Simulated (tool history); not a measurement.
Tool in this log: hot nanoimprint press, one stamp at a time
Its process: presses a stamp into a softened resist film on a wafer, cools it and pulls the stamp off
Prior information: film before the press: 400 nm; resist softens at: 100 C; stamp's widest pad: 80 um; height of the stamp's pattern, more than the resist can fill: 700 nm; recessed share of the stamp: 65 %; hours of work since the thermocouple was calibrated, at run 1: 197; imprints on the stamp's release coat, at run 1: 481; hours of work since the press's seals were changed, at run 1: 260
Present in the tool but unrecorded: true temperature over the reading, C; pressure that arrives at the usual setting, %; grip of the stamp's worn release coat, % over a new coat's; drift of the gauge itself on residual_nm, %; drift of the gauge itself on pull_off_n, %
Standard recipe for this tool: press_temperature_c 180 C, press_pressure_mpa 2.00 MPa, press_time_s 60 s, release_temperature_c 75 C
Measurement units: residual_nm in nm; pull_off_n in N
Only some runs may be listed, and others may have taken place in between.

| run | day | press_temperature_c | press_pressure_mpa | press_time_s | release_temperature_c | hours of work since the thermocouple was calibrated | imprints on the stamp's release coat | hours of work since the press's seals were changed | residual_nm | pull_off_n |
|---|---|---|---|---|---|---|---|---|---|---|
| 1 | 0.000 | 180 | 2.00 | 60 | 75 | 197 | 481 | 260 | 203.8 | 220 |
| 2 | 0.242 | 180 | 2.00 | 60 | 75 | 200 | 498 | 263 | 203.9 | 207 |
| 3 | 0.558 | 180 | 2.00 | 60 | 75 | 204 | 519 | 267 | 204.8 | 212 |
| 4 | 1.079 | 180 | 2.00 | 60 | 75 | 211 | 555 | 274 | 204.7 | 219 |
| 5 | 1.325 | 180 | 2.00 | 60 | 75 | 214 | 572 | 277 | 203.9 | 218 |
| 6 | 1.621 | 180 | 2.00 | 60 | 67 | 217 | 593 | 280 | 206.4 | 264 |
| 7 | 1.925 | 180 | 2.00 | 60 | 75 | 221 | 614 | 284 | 203.9 | 224 |
| 8 | 2.171 | 180 | 2.00 | 60 | 75 | 224 | 631 | 287 | 205.2 | 210 |
| 9 | 2.583 | 180 | 1.97 | 60 | 75 | 229 | 659 | 292 | 206.2 | 222 |
| 10 | 2.842 | 180 | 1.97 | 60 | 75 | 233 | 677 | 295 | 206.3 | 219 |
| 11 | 3.250 | 180 | 1.97 | 60 | 75 | 238 | 705 | 300 | 205.0 | 222 |
| 12 | 3.754 | 180 | 2.00 | 60 | 75 | 244 | 740 | 307 | 204.8 | 221 |
| 13 | 4.179 | 180 | 2.00 | 60 | 75 | 249 | 769 | 312 | 204.9 | 224 |
| 14 | 4.629 | 180 | 2.00 | 60 | 75 | 255 | 801 | 317 | 203.7 | 223 |
| 15 | 4.962 | 180 | 2.00 | 60 | 75 | 259 | 824 | 322 | 204.7 | 229 |
| 16 | 5.304 | 180 | 2.00 | 60 | 75 | 263 | 847 | 326 | 203.7 | 231 |
| 17 | 5.742 | 180 | 2.81 | 104 | 75 | 268 | 877 | 331 | 141.9 | 219 |
| 18 | 6.283 | 180 | 2.53 | 75 | 81 | 275 | 915 | 338 | 169.8 | 191 |
| 19 | 6.712 | 180 | 2.53 | 75 | 81 | 280 | 944 | 343 | 169.6 | 196 |
| 20 | 7.225 | 180 | 2.53 | 75 | 81 | 287 | 980 | 350 | 170.0 | 197 |
| 21 | 7.700 | 183 | 1.40 | 75 | 81 | 293 | 1013 | 355 | 202.4 | 190 |
| 22 | 8.029 | 183 | 1.61 | 75 | 70 | 297 | 1035 | 359 | 191.3 | 257 |
| 23 | 8.438 | 183 | 1.61 | 75 | 70 | 302 | 1064 | 365 | 190.2 | 257 |
| 24 | 8.750 | 183 | 1.61 | 75 | 70 | 306 | 1085 | 368 | 191.4 | 258 |
| 25 | 9.321 | 183 | 1.61 | 75 | 70 | 313 | 1125 | 375 | 189.9 | 263 |
| 26 | 9.608 | 179 | 1.61 | 76 | 63 | 316 | 1144 | 379 | 209.4 | 304 |
| 27 | 10.104 | 179 | 1.61 | 76 | 63 | 322 | 1179 | 385 | 208.1 | 306 |
| 28 | 10.417 | 178 | 1.61 | 76 | 63 | 326 | 1200 | 389 | 214.2 | 315 |
| 29 | 10.683 | 184 | 2.00 | 60 | 75 | 330 | 1219 | 392 | 184.7 | 233 |
| 30 | 10.983 | 170 | 2.46 | 60 | 77 | 333 | 1239 | 396 | 238.6 | 229 |
| 31 | 11.329 | 169 | 2.00 | 60 | 64 | 338 | 1263 | 400 | 260.1 | 298 |

Alternative continuations, all from the tool just after run 31; predict every row:
| A | 11.908 | 169 | 2.00 | 60 | 71 | 345 | 1303 | 407 | ? | ? |
| B | 11.908 | 176 | 2.87 | 55 | 75 | 345 | 1303 | 407 | ? | ? |
| C | 11.908 | 180 | 1.56 | 60 | 75 | 345 | 1303 | 407 | ? | ? |

| run | residual_nm | pull_off_n |
|---|---|---|
| A | 260.9 | 279 |
| B | 200.8 | 233 |
| C | 224.5 | 239 |
Stripped of hidden state, with their random variation kept, the same runs would have yielded:
| run | residual_nm | pull_off_n |
|---|---|---|
| A | 265.6 | 230 |
| B | 204.3 | 193 |
| C | 228.7 | 197 |
